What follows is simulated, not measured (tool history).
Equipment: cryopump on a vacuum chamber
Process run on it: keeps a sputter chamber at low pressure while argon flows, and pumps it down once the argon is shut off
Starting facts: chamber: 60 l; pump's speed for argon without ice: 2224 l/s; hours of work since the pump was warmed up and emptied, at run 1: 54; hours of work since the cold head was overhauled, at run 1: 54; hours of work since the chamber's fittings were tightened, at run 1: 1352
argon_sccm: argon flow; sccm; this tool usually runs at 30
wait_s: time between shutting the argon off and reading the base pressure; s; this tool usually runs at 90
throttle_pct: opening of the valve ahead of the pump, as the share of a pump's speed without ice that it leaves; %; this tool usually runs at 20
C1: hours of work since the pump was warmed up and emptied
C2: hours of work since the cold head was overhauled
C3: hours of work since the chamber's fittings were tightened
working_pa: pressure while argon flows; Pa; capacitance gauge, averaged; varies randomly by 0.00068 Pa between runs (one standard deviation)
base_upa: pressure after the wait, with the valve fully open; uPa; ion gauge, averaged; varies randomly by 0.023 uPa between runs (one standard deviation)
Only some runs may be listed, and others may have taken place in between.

run 1 hour=0.0 | argon_sccm=30 wait_s=90 throttle_pct=20 | C1=54 C2=54 C3=1352 | working_pa=0.1151 base_upa=1.85
run 2 hour=14.9 | argon_sccm=30 wait_s=90 throttle_pct=20 | C1=61 C2=61 C3=1359 | working_pa=0.1138 base_upa=1.85
run 3 hour=29.0 | argon_sccm=30 wait_s=90 throttle_pct=19 | C1=68 C2=68 C3=1365 | working_pa=0.1199 base_upa=1.81
run 4 hour=39.6 | argon_sccm=30 wait_s=90 throttle_pct=19 | C1=73 C2=73 C3=1370 | working_pa=0.1200 base_upa=1.89
run 5 hour=47.4 | argon_sccm=30 wait_s=90 throttle_pct=19 | C1=77 C2=77 C3=1374 | working_pa=0.1213 base_upa=1.89
run 6 hour=57.2 | argon_sccm=44 wait_s=90 throttle_pct=20 | C1=81 C2=81 C3=1378 | working_pa=0.1674 base_upa=1.91
run 7 hour=73.5 | argon_sccm=30 wait_s=90 throttle_pct=47 | C1=89 C2=89 C3=1386 | working_pa=0.0489 base_upa=1.89
run 8 hour=81.1 | argon_sccm=30 wait_s=90 throttle_pct=46 | C1=92 C2=92 C3=1390 | working_pa=0.0502 base_upa=1.85
run 9 hour=91.4 | argon_sccm=30 wait_s=90 throttle_pct=46 | C1=97 C2=97 C3=1394 | working_pa=0.0501 base_upa=1.92
run 10 hour=106.6 | argon_sccm=30 wait_s=90 throttle_pct=46 | C1=104 C2=104 C3=1401 | working_pa=0.0510 base_upa=1.91
run 11 hour=114.6 | argon_sccm=30 wait_s=90 throttle_pct=46 | C1=108 C2=108 C3=1405 | working_pa=0.0513 base_upa=1.95
run 12 hour=124.6 | argon_sccm=18 wait_s=90 throttle_pct=20 | C1=113 C2=113 C3=1410 | working_pa=0.0690 base_upa=1.96
run 13 hour=137.8 | argon_sccm=18 wait_s=90 throttle_pct=20 | C1=119 C2=119 C3=1416 | working_pa=0.0693 base_upa=1.86
run 14 hour=145.5 | argon_sccm=18 wait_s=90 throttle_pct=20 | C1=122 C2=122 C3=1420 | working_pa=0.0682 base_upa=1.87
run 15 hour=154.1 | argon_sccm=18 wait_s=90 throttle_pct=20 | C1=126 C2=126 C3=1424 | working_pa=0.0693 base_upa=1.90
run 16 hour=168.8 | argon_sccm=30 wait_s=90 throttle_pct=20 | C1=133 C2=133 C3=1430 | working_pa=0.1139 base_upa=1.92
run 17 hour=179.8 | argon_sccm=30 wait_s=90 throttle_pct=20 | C1=138 C2=138 C3=1436 | working_pa=0.1147 base_upa=1.91
run 18 hour=195.5 | argon_sccm=30 wait_s=90 throttle_pct=20 | C1=146 C2=146 C3=1443 | working_pa=0.1153 base_upa=1.96
run 19 hour=213.2 | argon_sccm=18 wait_s=108 throttle_pct=49 | C1=154 C2=154 C3=1451 | working_pa=0.0281 base_upa=1.82
run 20 hour=229.8 | argon_sccm=34 wait_s=242 throttle_pct=18 | C1=162 C2=162 C3=1459 | working_pa=0.1449 base_upa=1.59
run 21 hour=238.3 | argon_sccm=34 wait_s=86 throttle_pct=18 | C1=166 C2=166 C3=1463 | working_pa=0.1456 base_upa=2.03
run 22 hour=255.6 | argon_sccm=40 wait_s=21 throttle_pct=20 | C1=174 C2=174 C3=1471 | working_pa=0.1543 base_upa=3.93
run 23 hour=266.2 | argon_sccm=43 wait_s=90 throttle_pct=20 | C1=179 C2=179 C3=1476 | working_pa=0.1653 base_upa=2.03
run 24 hour=278.0 | argon_sccm=43 wait_s=22 throttle_pct=20 | C1=184 C2=184 C3=1481 | working_pa=0.1652 base_upa=3.84
run 25 hour=292.0 | argon_sccm=14 wait_s=61 throttle_pct=27 | C1=191 C2=191 C3=1488 | working_pa=0.0393 base_upa=2.27
run 26 hour=304.6 | argon_sccm=14 wait_s=42 throttle_pct=17 | C1=196 C2=196 C3=1494 | working_pa=0.0629 base_upa=2.66
run 27 hour=314.1 | argon_sccm=59 wait_s=252 throttle_pct=20 | C1=201 C2=201 C3=1498 | working_pa=0.2290 base_upa=1.62
run 28 hour=323.1 | argon_sccm=13 wait_s=90 throttle_pct=20 | C1=205 C2=205 C3=1502 | working_pa=0.0494 base_upa=2.04
run 29 hour=341.3 | argon_sccm=16 wait_s=90 throttle_pct=31 | C1=213 C2=213 C3=1511 | working_pa=0.0401 base_upa=2.01
run 30 hour=350.7 | argon_sccm=19 wait_s=90 throttle_pct=18 | C1=218 C2=218 C3=1515 | working_pa=0.0823 base_upa=2.04
run 31 hour=359.0 | argon_sccm=19 wait_s=90 throttle_pct=18 | C1=222 C2=222 C3=1519 | working_pa=0.0812 base_upa=2.00
run 32 hour=372.8 | argon_sccm=19 wait_s=90 throttle_pct=18 | C1=228 C2=228 C3=1526 | working_pa=0.0817 base_upa=2.04
run 33 hour=381.5 | argon_sccm=15 wait_s=90 throttle_pct=16 | C1=232 C2=232 C3=1530 | working_pa=0.0720 base_upa=2.05
run 34 hour=392.7 | argon_sccm=26 wait_s=90 throttle_pct=16 | C1=237 C2=237 C3=1535 | working_pa=0.1238 base_upa=2.12
run 35 hour=400.8 | argon_sccm=24 wait_s=21 throttle_pct=32 | C1=241 C2=241 C3=1539 | working_pa=0.0591 base_upa=4.06

What if the next run were any one of these 3? Each begins from the tool's condition after run 35:
run A hour=410.1 | argon_sccm=52 wait_s=90 throttle_pct=30 | C1=246 C2=246 C3=1543 | working_pa=? base_upa=?
run B hour=410.1 | argon_sccm=24 wait_s=23 throttle_pct=27 | C1=246 C2=246 C3=1543 | working_pa=? base_upa=?
run C hour=410.1 | argon_sccm=60 wait_s=21 throttle_pct=57 | C1=246 C2=246 C3=1543 | working_pa=? base_upa=?

run=A working_pa=0.1358 base_upa=2.12
run=B working_pa=0.0682 base_upa=3.80
run=C working_pa=0.0846 base_upa=3.97
Take away the tool's hidden state, keep each run's random variation, and the runs would have read:
run=A working_pa=0.1323 base_upa=0.75
run=B working_pa=0.0666 base_upa=2.45
run=C working_pa=0.0807 base_upa=2.62

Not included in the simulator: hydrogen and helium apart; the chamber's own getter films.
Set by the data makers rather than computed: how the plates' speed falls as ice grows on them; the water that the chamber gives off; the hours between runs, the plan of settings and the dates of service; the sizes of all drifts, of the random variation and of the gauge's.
